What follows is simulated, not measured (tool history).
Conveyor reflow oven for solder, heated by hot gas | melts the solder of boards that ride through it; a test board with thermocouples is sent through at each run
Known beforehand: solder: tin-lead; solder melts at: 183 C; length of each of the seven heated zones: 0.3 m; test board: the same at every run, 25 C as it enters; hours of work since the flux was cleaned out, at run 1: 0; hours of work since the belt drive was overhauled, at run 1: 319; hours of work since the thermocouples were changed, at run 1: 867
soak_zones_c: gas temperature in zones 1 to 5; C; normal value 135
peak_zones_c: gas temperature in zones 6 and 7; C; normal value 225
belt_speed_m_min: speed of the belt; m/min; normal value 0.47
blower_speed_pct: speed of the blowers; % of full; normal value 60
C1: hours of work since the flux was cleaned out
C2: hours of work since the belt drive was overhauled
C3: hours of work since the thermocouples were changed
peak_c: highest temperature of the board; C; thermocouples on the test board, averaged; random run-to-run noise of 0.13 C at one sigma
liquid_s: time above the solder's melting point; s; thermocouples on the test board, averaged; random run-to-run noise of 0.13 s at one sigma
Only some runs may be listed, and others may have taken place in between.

Run 1, day 0: usual settings; C1 0; C2 319; C3 867. Result: peak_c 208.8 C, liquid_s 49.6 s.
At day 1.829: thermocouples of zones 6 and 7 changed.
Run 2, day 2.496: usual settings; C1 43; C2 362; C3 12. Result: peak_c 209.5 C, liquid_s 50.9 s.
Run 3, day 4.838: usual settings; C1 85; C2 404; C3 54. Result: peak_c 209.7 C, liquid_s 50.8 s.
Run 4, day 6.717: usual settings; C1 118; C2 437; C3 87. Result: peak_c 209.3 C, liquid_s 50.6 s.
Run 5, day 8.167: usual settings; C1 144; C2 463; C3 113. Result: peak_c 209.2 C, liquid_s 50.3 s.
Run 6, day 10.45: usual settings; C1 185; C2 504; C3 154. Result: peak_c 209.1 C, liquid_s 50 s.
Run 7, day 12.958: usual settings but blower_speed_pct 67 % of full; C1 230; C2 549; C3 199. Result: peak_c 210 C, liquid_s 51.7 s.
Run 8, day 14.633: usual settings but blower_speed_pct 67 % of full; C1 260; C2 579; C3 228. Result: peak_c 209.9 C, liquid_s 51.4 s.
Run 9, day 16.904: usual settings but blower_speed_pct 67 % of full; C1 300; C2 619; C3 269. Result: peak_c 209.7 C, liquid_s 51.1 s.
At day 17.85: flux residue cleaned out of gas plates and filters.
Run 10, day 18.929: usual settings but blower_speed_pct 71 % of full; C1 19; C2 652; C3 301. Result: peak_c 211.4 C, liquid_s 53.4 s.
Run 11, day 20.583: usual settings but blower_speed_pct 71 % of full; C1 49; C2 681; C3 331. Result: peak_c 211.3 C, liquid_s 53.2 s.
Run 12, day 22.333: usual settings but blower_speed_pct 71 % of full; C1 80; C2 712; C3 362. Result: peak_c 211 C, liquid_s 52.8 s.
Run 13, day 24.271: usual settings but blower_speed_pct 71 % of full; C1 115; C2 747; C3 397. Result: peak_c 211 C, liquid_s 52.8 s.
Run 14, day 25.558: usual settings but blower_speed_pct 71 % of full; C1 138; C2 770; C3 420. Result: peak_c 210.5 C, liquid_s 52.8 s.
Run 15, day 27.971: usual settings but blower_speed_pct 71 % of full; C1 181; C2 813; C3 463. Result: peak_c 210.7 C, liquid_s 52.7 s.
Run 16, day 29.538: usual settings but belt_speed_m_min 0.506 m/min; C1 209; C2 841; C3 491. Result: peak_c 206.4 C, liquid_s 43.6 s.
Run 17, day 31.204: usual settings but belt_speed_m_min 0.506 m/min; C1 238; C2 871; C3 520. Result: peak_c 206.5 C, liquid_s 43.4 s.
Run 18, day 32.742: usual settings but soak_zones_c 139 C, peak_zones_c 237 C, belt_speed_m_min 0.522 m/min; C1 266; C2 898; C3 548. Result: peak_c 215.9 C, liquid_s 51.5 s.
Run 19, day 35.112: usual settings but soak_zones_c 144 C, peak_zones_c 237 C, belt_speed_m_min 0.52 m/min; C1 308; C2 940; C3 590. Result: peak_c 216.8 C, liquid_s 54.5 s.
At day 35.658: flux residue cleaned out of gas plates and filters.
Run 20, day 36.871: usual settings but soak_zones_c 144 C, peak_zones_c 237 C, belt_speed_m_min 0.52 m/min; C1 22; C2 968; C3 618. Result: peak_c 217.9 C, liquid_s 55.1 s.
Run 21, day 38.425: usual settings but belt_speed_m_min 0.505 m/min; C1 49; C2 996; C3 645. Result: peak_c 206.8 C, liquid_s 44.5 s.
At day 38.708: belt drive overhauled, speed set with a stopwatch.
Run 22, day 40.412: usual settings but belt_speed_m_min 0.505 m/min; C1 82; C2 30; C3 678. Result: peak_c 206.9 C, liquid_s 45.4 s.
Run 23, day 42.625: usual settings but soak_zones_c 140 C, belt_speed_m_min 0.505 m/min; C1 121; C2 70; C3 717. Result: peak_c 207.6 C, liquid_s 47.7 s.
Run 24, day 43.804: usual settings but soak_zones_c 140 C, belt_speed_m_min 0.491 m/min, blower_speed_pct 52 % of full; C1 142; C2 91; C3 738. Result: peak_c 206.5 C, liquid_s 47.9 s.
Run 25, day 45.45: usual settings but belt_speed_m_min 0.446 m/min, blower_speed_pct 83 % of full; C1 172; C2 120; C3 768. Result: peak_c 213.4 C, liquid_s 60 s.
At day 46.396: belt drive overhauled, speed set with a stopwatch, once more.
Run 26, day 46.721: usual settings but soak_zones_c 147 C, peak_zones_c 221 C, belt_speed_m_min 0.452 m/min, blower_speed_pct 71 % of full; C1 191; C2 6; C3 788. Result: peak_c 208.8 C, liquid_s 57.1 s.
Run 27, day 48.488: usual settings but soak_zones_c 147 C, peak_zones_c 221 C, belt_speed_m_min 0.452 m/min, blower_speed_pct 71 % of full; C1 223; C2 37; C3 819. Result: peak_c 208.4 C, liquid_s 56.4 s.
Run 28, day 50.454: usual settings but belt_speed_m_min 0.425 m/min, blower_speed_pct 57 % of full; C1 258; C2 72; C3 854. Result: peak_c 209.5 C, liquid_s 55.5 s.
Run 29, day 52.829: usual settings but belt_speed_m_min 0.425 m/min, blower_speed_pct 57 % of full; C1 300; C2 115; C3 897. Result: peak_c 209.2 C, liquid_s 55.3 s.
At day 53.079: thermocouples of zones 6 and 7 changed.
At day 53.896: flux residue cleaned out of gas plates and filters.
Run 30, day 55.362: usual settings but soak_zones_c 142 C; C1 26; C2 155; C3 37. Result: peak_c 210.9 C, liquid_s 53.9 s.

Pick out some run-to-run changes in peak_c. Of each, how much would a tool without hidden state show as well, from the settings, what came in and chance, and how much is left for the hidden state and any gauge scatter not in both results compared?
The hidden state here: heat that the gas passes to the board, % of a clean oven's; belt's true speed, % of the reading; true gas temperature in zones 6 and 7 over the reading, C; drift of the gauge itself on peak_c, C; drift of the gauge itself on liquid_s, %.
Run 1 -> 2: thermocouples of zones 6 and 7 changed. peak_c +0.7 C: hidden state +1, all else -0.3.
Run 9 -> 10: blower_speed_pct 67 -> 71, flux residue cleaned out of gas plates and filters. peak_c +1.7 C: hidden state +1, all else +0.7.
Run 17 -> 18: soak_zones_c 135 -> 139, peak_zones_c 225 -> 237, belt_speed_m_min 0.506 -> 0.522. peak_c +9.4 C: hidden state -0.2, all else +9.6.
Run 20 -> 21: soak_zones_c 144 -> 135, peak_zones_c 237 -> 225, belt_speed_m_min 0.52 -> 0.505. peak_c -11.1 C: hidden state -0.1, all else -11.
Run 24 -> 25: soak_zones_c 140 -> 135, belt_speed_m_min 0.491 -> 0.446, blower_speed_pct 52 -> 83. peak_c +6.9 C: hidden state -0.6, all else +7.5.
Run 29 -> 30: soak_zones_c 135 -> 142, belt_speed_m_min 0.425 -> 0.47, blower_speed_pct 57 -> 60, thermocouples of zones 6 and 7 changed, flux residue cleaned out of gas plates and filters. peak_c +1.7 C: hidden state +2.9, all else -1.2.

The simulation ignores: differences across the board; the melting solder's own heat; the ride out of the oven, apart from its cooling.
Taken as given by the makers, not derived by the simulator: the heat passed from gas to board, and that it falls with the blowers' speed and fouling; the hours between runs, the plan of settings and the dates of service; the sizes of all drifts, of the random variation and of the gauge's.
